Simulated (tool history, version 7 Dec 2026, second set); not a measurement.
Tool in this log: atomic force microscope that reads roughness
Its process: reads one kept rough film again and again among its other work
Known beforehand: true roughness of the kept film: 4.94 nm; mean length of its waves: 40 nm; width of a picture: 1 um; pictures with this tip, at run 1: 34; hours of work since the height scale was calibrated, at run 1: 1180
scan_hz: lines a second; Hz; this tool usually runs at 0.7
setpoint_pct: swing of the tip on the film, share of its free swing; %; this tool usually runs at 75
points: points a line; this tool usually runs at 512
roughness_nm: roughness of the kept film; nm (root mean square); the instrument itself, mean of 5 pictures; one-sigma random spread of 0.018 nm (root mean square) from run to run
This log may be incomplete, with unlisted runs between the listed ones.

run	hour	scan_hz	setpoint_pct	points	pictures with this tip	hours of work since the height scale was calibrated	roughness_nm
1	0	0.7	75	512	34	1180	4.272
# hour 25.8: new tip fitted
2	41.1	0.7	75	512	29	1206	4.313
# hour 69.2: new tip fitted
3	91.1	0.7	75	512	42	1237	4.287
# hour 111.9: new tip fitted
4	143.2	0.7	66	512	59	1270	4.314
# hour 154.7: new tip fitted
5	182.5	0.7	70	512	53	1295	4.305
# hour 197.1: new tip fitted
6	220.2	0.7	70	512	44	1319	4.302
# hour 240.7: new tip fitted
7	245	1.042	75	512	8	1334	4.241
# hour 282.8: new tip fitted
8	288.4	0.7	64	512	11	1361	4.352
9	317.9	0.7	64	512	67	1380	4.338
# hour 326.5: new tip fitted
10	362.1	0.7	64	512	68	1408	4.337
# hour 369.2: new tip fitted
# hour 412.4: new tip fitted
11	413.7	0.7	64	512	2	1440	4.349
12	452	0.7	64	512	75	1465	4.355
# hour 455: new tip fitted
13	490	0.645	75	512	66	1489	4.275
# hour 498.5: new tip fitted
14	520.2	0.645	75	512	41	1508	4.289
# hour 540: new tip fitted
15	568.5	0.7	56	512	54	1538	4.344
# hour 582.2: new tip fitted
16	600.6	0.7	56	512	35	1558	4.34
# hour 625.2: new tip fitted
17	627.5	0.7	56	512	4	1575	4.349
18	649.6	0.799	78	605	46	1589	4.275
# hour 667.1: new tip fitted
19	697.3	0.799	78	937	57	1619	4.263
# hour 709.2: new tip fitted
20	734.3	0.772	87	841	48	1643	4.203
# hour 754.5: new tip fitted
21	781.1	0.772	87	841	51	1672	4.203
# hour 797.5: new tip fitted
22	834.6	0.7	68	512	71	1706	4.34
# hour 842.5: new tip fitted
23	882.4	0.7	68	512	76	1736	4.319
# hour 885.9: new tip fitted
24	919.1	0.7	57	553	64	1759	4.393
# hour 928.6: new tip fitted
25	946.9	1.149	57	362	35	1777	4.354
# hour 972.9: new tip fitted
26	997.3	2.477	75	512	47	1808	4.051
# hour 1014.5: new tip fitted
27	1020.2	1.73	75	300	11	1823	4.139
# hour 1057.2: new tip fitted
28	1074	0.844	62	512	32	1857	4.328
# hour 1099.7: new tip fitted
29	1122.1	0.844	62	512	42	1887	4.315
# hour 1142.1: new tip fitted
30	1172.8	2.717	75	512	59	1919	4.002
# hour 1187: new tip fitted
31	1216.2	3.427	75	445	55	1946	3.966
# hour 1232.8: new tip fitted
32	1266.9	3.427	75	445	65	1978	3.936
# hour 1274.9: new tip fitted
33	1289.8	2.873	75	364	29	1993	4
# hour 1319.4: new tip fitted
34	1342.6	1.962	74	512	44	2026	4.141

5 options for the next run, each taken on its own from the tool as it stands now. Forecast them:
# hour 1365: new tip fitted
A	1386.6	1.962	66	860	41	2054	?
# hour 1365: new tip fitted
B	1386.6	0.561	80	492	41	2054	?
# hour 1365: new tip fitted
C	1386.6	1.207	57	584	41	2054	?
# hour 1365: new tip fitted
D	1386.6	2.261	74	705	41	2054	?
# hour 1365: new tip fitted
E	1386.6	2.93	59	512	41	2054	?

run	roughness_nm
A	4.239
B	4.288
C	4.348
D	4.117
E	4.253
The same runs, with their run-to-run variation unchanged, on a tool lacking any hidden condition would have given:
run	roughness_nm
A	4.243
B	4.292
C	4.352
D	4.121
E	4.257

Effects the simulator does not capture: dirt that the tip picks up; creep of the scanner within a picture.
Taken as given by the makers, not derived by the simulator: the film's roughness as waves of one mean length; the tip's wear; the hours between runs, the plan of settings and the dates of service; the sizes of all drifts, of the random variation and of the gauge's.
